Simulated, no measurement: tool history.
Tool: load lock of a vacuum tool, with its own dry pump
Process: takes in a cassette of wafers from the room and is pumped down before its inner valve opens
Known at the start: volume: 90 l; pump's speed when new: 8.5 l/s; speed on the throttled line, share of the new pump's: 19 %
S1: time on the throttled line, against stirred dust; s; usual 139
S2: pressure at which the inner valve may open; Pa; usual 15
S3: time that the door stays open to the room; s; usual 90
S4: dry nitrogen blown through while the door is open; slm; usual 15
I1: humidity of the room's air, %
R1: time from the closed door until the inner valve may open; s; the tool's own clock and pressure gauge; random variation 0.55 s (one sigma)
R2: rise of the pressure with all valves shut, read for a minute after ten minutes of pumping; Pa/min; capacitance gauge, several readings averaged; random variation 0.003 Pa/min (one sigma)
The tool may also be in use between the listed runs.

Run 1, hour 0.0: usual settings; I1 45.0. Result: R1 216.3 s, R2 0.059 Pa/min.
Run 2, hour 196.9: usual settings; I1 46.2. Result: R1 216.4 s, R2 0.071 Pa/min.
Run 3, hour 413.8: usual settings; I1 47.4. Result: R1 217.0 s, R2 0.071 Pa/min.
Run 4, hour 647.0: usual settings but S1 220 s; I1 47.2. Result: R1 280.2 s, R2 0.074 Pa/min.
Run 5, hour 747.4: usual settings but S3 38 s; I1 43.5. Result: R1 216.0 s, R2 0.063 Pa/min.
Run 6, hour 986.8: usual settings but S3 125 s; I1 45.6. Result: R1 217.1 s, R2 0.078 Pa/min.
Run 7, hour 1182.9: usual settings; I1 44.2. Result: R1 218.2 s, R2 0.083 Pa/min.
Run 8, hour 1422.0: usual settings; I1 46.8. Result: R1 218.1 s, R2 0.082 Pa/min.
Run 9, hour 1560.5: usual settings but S1 218 s; I1 44.5. Result: R1 279.8 s, R2 0.081 Pa/min.
Run 10, hour 1666.2: usual settings but S1 218 s; I1 43.1. Result: R1 279.3 s, R2 0.077 Pa/min.
Run 11, hour 1802.3: usual settings but S4 8 slm; I1 42.9. Result: R1 218.4 s, R2 0.082 Pa/min.
Run 12, hour 1937.4: usual settings but S4 8 slm; I1 45.4. Result: R1 218.3 s, R2 0.091 Pa/min.
Run 13, hour 2077.7: usual settings but S4 8 slm; I1 45.3. Result: R1 217.7 s, R2 0.092 Pa/min.
Run 14, hour 2281.8: usual settings but S2 16 Pa, S4 8 slm; I1 44.0. Result: R1 217.4 s, R2 0.096 Pa/min.
Run 15, hour 2421.9: usual settings; I1 45.7. Result: R1 218.2 s, R2 0.092 Pa/min.
Run 16, hour 2519.4: usual settings but S1 129 s, S2 12 Pa, S3 72 s, S4 8 slm; I1 43.4. Result: R1 213.2 s, R2 0.087 Pa/min.
Run 17, hour 2746.3: usual settings but S4 30 slm; I1 42.2. Result: R1 218.2 s, R2 0.085 Pa/min.
Run 18, hour 2943.5: usual settings but S1 247 s, S3 201 s, S4 24 slm; I1 45.3. Result: R1 302.9 s, R2 0.101 Pa/min.
Run 19, hour 3062.4: usual settings but S3 138 s, S4 6 slm; I1 43.7. Result: R1 218.7 s, R2 0.124 Pa/min.
Run 20, hour 3221.0: usual settings but S1 250 s, S3 140 s, S4 18 slm; I1 45.7. Result: R1 305.9 s, R2 0.105 Pa/min.
Run 21, hour 3448.0: usual settings but S1 250 s, S2 23 Pa, S3 140 s, S4 7 slm; I1 43.2. Result: R1 299.7 s, R2 0.115 Pa/min.
Run 22, hour 3690.5: usual settings but S1 250 s, S2 23 Pa, S3 140 s, S4 7 slm; I1 44.5. Result: R1 300.7 s, R2 0.128 Pa/min.
Run 23, hour 3830.4: usual settings but S3 54 s; I1 47.2. Result: R1 220.3 s, R2 0.101 Pa/min.
Run 24, hour 3941.6: usual settings but S1 154 s, S2 12 Pa, S3 56 s, S4 12 slm; I1 43.4. Result: R1 233.0 s, R2 0.101 Pa/min.
Run 25, hour 4086.3: usual settings but S1 197 s, S2 27 Pa, S3 53 s, S4 21 slm; I1 45.3. Result: R1 256.1 s, R2 0.096 Pa/min.
Run 26, hour 4305.2: usual settings but S3 62 s, S4 6 slm; I1 46.5. Result: R1 218.7 s, R2 0.111 Pa/min.
Run 27, hour 4423.6: usual settings but S2 20 Pa, S3 62 s, S4 6 slm; I1 43.1. Result: R1 215.7 s, R2 0.113 Pa/min.
Run 28, hour 4650.6: usual settings but S1 153 s, S2 16 Pa, S3 62 s, S4 6 slm; I1 42.5. Result: R1 229.1 s, R2 0.110 Pa/min.
Run 29, hour 4805.6: usual settings but S1 112 s, S2 16 Pa; I1 41.9. Result: R1 197.7 s, R2 0.116 Pa/min.

4 ways to go on from here, each from the tool as it stands after run 29. What would each give?
Run A, hour 4942.3: usual settings but S2 18 Pa, S3 187 s; I1 43.9. Result: R1 ?, R2 ?.
Run B, hour 4942.3: usual settings but S1 126 s, S2 23 Pa, S3 31 s; I1 44.6. Result: R1 ?, R2 ?.
Run C, hour 4942.3: usual settings but S1 112 s, S2 16 Pa, S4 34 slm; I1 48.4. Result: R1 ?, R2 ?.
Run D, hour 4942.3: usual settings but S1 140 s, S2 11 Pa, S3 28 s; I1 43.3. Result: R1 ?, R2 ?.

run     R1     R2
  A  217.5  0.145
  B  203.1  0.105
  C  197.6  0.115
  D  223.5  0.105
Without the tool's hidden state the same runs would have given:
run     R1     R2
  A  205.4  0.051
  B  191.4  0.012
  C  184.4  0.020
  D  210.6  0.011
